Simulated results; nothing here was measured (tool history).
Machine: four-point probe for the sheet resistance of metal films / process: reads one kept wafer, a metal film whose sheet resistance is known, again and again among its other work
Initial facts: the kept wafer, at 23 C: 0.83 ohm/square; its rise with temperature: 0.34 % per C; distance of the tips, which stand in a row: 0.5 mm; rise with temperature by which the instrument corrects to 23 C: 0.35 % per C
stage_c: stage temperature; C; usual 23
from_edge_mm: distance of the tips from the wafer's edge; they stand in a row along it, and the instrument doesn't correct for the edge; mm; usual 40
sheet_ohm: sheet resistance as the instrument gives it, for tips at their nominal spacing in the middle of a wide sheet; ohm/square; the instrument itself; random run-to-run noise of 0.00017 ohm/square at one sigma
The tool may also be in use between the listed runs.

run,hour,stage_c,from_edge_mm,sheet_ohm
1,0,23,40,0.826214
2,10.4,23,40,0.826178
3,19.6,23,33,0.82642
4,38.9,23,33,0.826213
5,52.4,19,40,0.826156
6,70.1,23,40,0.825903
7,84,23,40,0.826322
8,94.7,23,17,0.826531
9,105.9,23,17,0.826634
10,118.6,23,17,0.826478
11,127.2,23,17,0.82665
12,142.8,23,17,0.826441
13,158.9,23,40,0.826128
14,173.3,23,7,0.828601
15,187,23,7,0.828389
16,206.6,18,40,0.826565
17,217.9,18,40,0.826587
18,234.9,24,40,0.82589
19,243.2,20,40,0.826402
20,258,28,7,0.828107
21,268.8,28,7,0.828473
22,278.1,28,7,0.828393
23,286.9,30,13,0.826616
24,295.4,28,14,0.826794
25,308.2,35,50,0.825583
26,328.1,30,28,0.826241
27,344.5,30,28,0.826424
28,358.1,30,28,0.826192
29,372.1,30,28,0.826029
30,381.1,20,11,0.827349
31,397.3,29,41,0.825959
32,414.7,29,41,0.826048
33,433.5,29,41,0.825982
34,447.5,34,7,0.828215
35,467.1,29,4,0.832999
36,479.6,28,40,0.826375
37,498.8,33,40,0.825803
38,511.8,18,10,0.82767

Branching from run 38: 5 alternative next runs. What would each branch give?
A,520.1,28,8,?
B,520.1,32,4,?
C,520.1,27,72,?
D,520.1,27,35,?
E,520.1,20,19,?

run,sheet_ohm
A,0.827796
B,0.832962
C,0.826559
D,0.826518
E,0.826577
What these runs would have given with no unlogged condition in the tool:
run,sheet_ohm
A,0.831487
B,0.836661
C,0.830249
D,0.830208
E,0.830294
